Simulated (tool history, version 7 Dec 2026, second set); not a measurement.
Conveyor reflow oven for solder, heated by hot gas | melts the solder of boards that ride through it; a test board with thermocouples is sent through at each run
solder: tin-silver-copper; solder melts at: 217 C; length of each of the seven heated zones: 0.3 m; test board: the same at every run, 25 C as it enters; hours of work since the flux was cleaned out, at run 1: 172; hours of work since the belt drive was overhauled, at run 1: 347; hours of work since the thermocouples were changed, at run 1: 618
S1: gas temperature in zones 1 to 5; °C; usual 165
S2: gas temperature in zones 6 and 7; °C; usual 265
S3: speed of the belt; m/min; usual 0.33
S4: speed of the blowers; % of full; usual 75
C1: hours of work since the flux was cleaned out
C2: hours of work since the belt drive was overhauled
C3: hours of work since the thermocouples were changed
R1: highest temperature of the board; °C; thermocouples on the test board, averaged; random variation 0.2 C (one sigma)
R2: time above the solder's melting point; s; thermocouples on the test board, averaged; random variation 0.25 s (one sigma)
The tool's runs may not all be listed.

{"run": 1, "hour": 0.0, "S1": 165, "S2": 265, "S3": 0.33, "S4": 75, "C1": 172, "C2": 347, "C3": 618, "R1": 251.3, "R2": 78}
{"run": 2, "hour": 64.7, "S1": 165, "S2": 265, "S3": 0.33, "S4": 75, "C1": 205, "C2": 379, "C3": 651, "R1": 251.4, "R2": 78.1}
{"run": 3, "hour": 141.6, "S1": 165, "S2": 265, "S3": 0.33, "S4": 75, "C1": 244, "C2": 418, "C3": 690, "R1": 251.5, "R2": 78.1}
{"run": 4, "hour": 209.0, "S1": 165, "S2": 272, "S3": 0.33, "S4": 75, "C1": 278, "C2": 452, "C3": 723, "R1": 257.7, "R2": 83.9}
{"hour": 231.7, "done": "flux residue cleaned out of gas plates and filters"}
{"hour": 251.3, "done": "thermocouples of zones 6 and 7 changed"}
{"run": 5, "hour": 279.9, "S1": 165, "S2": 272, "S3": 0.33, "S4": 75, "C1": 23, "C2": 484, "C3": 14, "R1": 258.1, "R2": 83.8}
{"run": 6, "hour": 338.7, "S1": 165, "S2": 265, "S3": 0.33, "S4": 75, "C1": 53, "C2": 514, "C3": 44, "R1": 251.2, "R2": 78.1}
{"run": 7, "hour": 405.4, "S1": 165, "S2": 269, "S3": 0.33, "S4": 75, "C1": 86, "C2": 547, "C3": 77, "R1": 255, "R2": 80.9}
{"run": 8, "hour": 442.7, "S1": 165, "S2": 269, "S3": 0.33, "S4": 75, "C1": 105, "C2": 566, "C3": 96, "R1": 255.5, "R2": 81.8}
{"run": 9, "hour": 501.8, "S1": 165, "S2": 269, "S3": 0.33, "S4": 50, "C1": 135, "C2": 596, "C3": 126, "R1": 249.3, "R2": 73.1}
{"run": 10, "hour": 571.9, "S1": 165, "S2": 265, "S3": 0.268, "S4": 75, "C1": 170, "C2": 631, "C3": 161, "R1": 257.1, "R2": 105.4}
{"run": 11, "hour": 631.1, "S1": 165, "S2": 265, "S3": 0.268, "S4": 75, "C1": 200, "C2": 661, "C3": 191, "R1": 257, "R2": 104.7}
{"run": 12, "hour": 671.2, "S1": 165, "S2": 265, "S3": 0.268, "S4": 75, "C1": 220, "C2": 681, "C3": 211, "R1": 256.9, "R2": 105.1}
{"run": 13, "hour": 735.9, "S1": 165, "S2": 265, "S3": 0.268, "S4": 75, "C1": 253, "C2": 713, "C3": 244, "R1": 256.4, "R2": 105}
{"hour": 807.3, "done": "flux residue cleaned out of gas plates and filters"}
{"run": 14, "hour": 811.3, "S1": 165, "S2": 268, "S3": 0.33, "S4": 75, "C1": 2, "C2": 749, "C3": 279, "R1": 254, "R2": 80.5}
{"run": 15, "hour": 846.3, "S1": 165, "S2": 268, "S3": 0.33, "S4": 75, "C1": 20, "C2": 766, "C3": 297, "R1": 253.9, "R2": 80.4}
{"run": 16, "hour": 886.2, "S1": 165, "S2": 268, "S3": 0.33, "S4": 75, "C1": 40, "C2": 786, "C3": 317, "R1": 253.9, "R2": 80.7}
{"run": 17, "hour": 924.9, "S1": 173, "S2": 265, "S3": 0.282, "S4": 65, "C1": 59, "C2": 806, "C3": 336, "R1": 255, "R2": 100.8}
{"run": 18, "hour": 987.1, "S1": 176, "S2": 259, "S3": 0.27, "S4": 64, "C1": 90, "C2": 837, "C3": 367, "R1": 250.6, "R2": 103.5}
{"run": 19, "hour": 1063.5, "S1": 156, "S2": 267, "S3": 0.27, "S4": 88, "C1": 129, "C2": 875, "C3": 406, "R1": 259.4, "R2": 103.3}
{"run": 20, "hour": 1124.5, "S1": 177, "S2": 260, "S3": 0.342, "S4": 89, "C1": 160, "C2": 906, "C3": 437, "R1": 249.8, "R2": 80}
{"run": 21, "hour": 1170.9, "S1": 177, "S2": 260, "S3": 0.342, "S4": 89, "C1": 183, "C2": 929, "C3": 460, "R1": 249.6, "R2": 80.2}
{"run": 22, "hour": 1226.1, "S1": 159, "S2": 275, "S3": 0.362, "S4": 75, "C1": 211, "C2": 957, "C3": 488, "R1": 256.4, "R2": 71.8}
{"run": 23, "hour": 1297.8, "S1": 171, "S2": 275, "S3": 0.396, "S4": 74, "C1": 247, "C2": 993, "C3": 524, "R1": 254.8, "R2": 68.2}
{"run": 24, "hour": 1357.8, "S1": 171, "S2": 275, "S3": 0.396, "S4": 74, "C1": 277, "C2": 1023, "C3": 554, "R1": 255.3, "R2": 67.8}
{"hour": 1382.6, "done": "flux residue cleaned out of gas plates and filters"}
{"hour": 1386.6, "done": "belt drive overhauled, speed set with a stopwatch"}
{"run": 25, "hour": 1416.1, "S1": 171, "S2": 275, "S3": 0.396, "S4": 74, "C1": 15, "C2": 15, "C3": 579, "R1": 255.1, "R2": 68.4}

Hidden state at the last listed run before each entry between runs and at the first one after, where it differs:
Between runs 4 and 5: flux residue cleaned out of gas plates and filters (hour 231.7); thermocouples of zones 6 and 7 changed (hour 251.3)
  heat that the gas passes to the board, % of a clean oven's: 99.7 -> 99.9; belt's true speed, % of the reading: 99.98 -> 99.97; true gas temperature in zones 6 and 7 over the reading, C: -0.05 -> 0
Between runs 13 and 14: flux residue cleaned out of gas plates and filters (hour 807.3)
  heat that the gas passes to the board, % of a clean oven's: 99.7 -> 100
Between runs 24 and 25: flux residue cleaned out of gas plates and filters (hour 1382.6); belt drive overhauled, speed set with a stopwatch (hour 1386.6)
  heat that the gas passes to the board, % of a clean oven's: 99.7 -> 99.9; belt's true speed, % of the reading: 99.95 -> 100

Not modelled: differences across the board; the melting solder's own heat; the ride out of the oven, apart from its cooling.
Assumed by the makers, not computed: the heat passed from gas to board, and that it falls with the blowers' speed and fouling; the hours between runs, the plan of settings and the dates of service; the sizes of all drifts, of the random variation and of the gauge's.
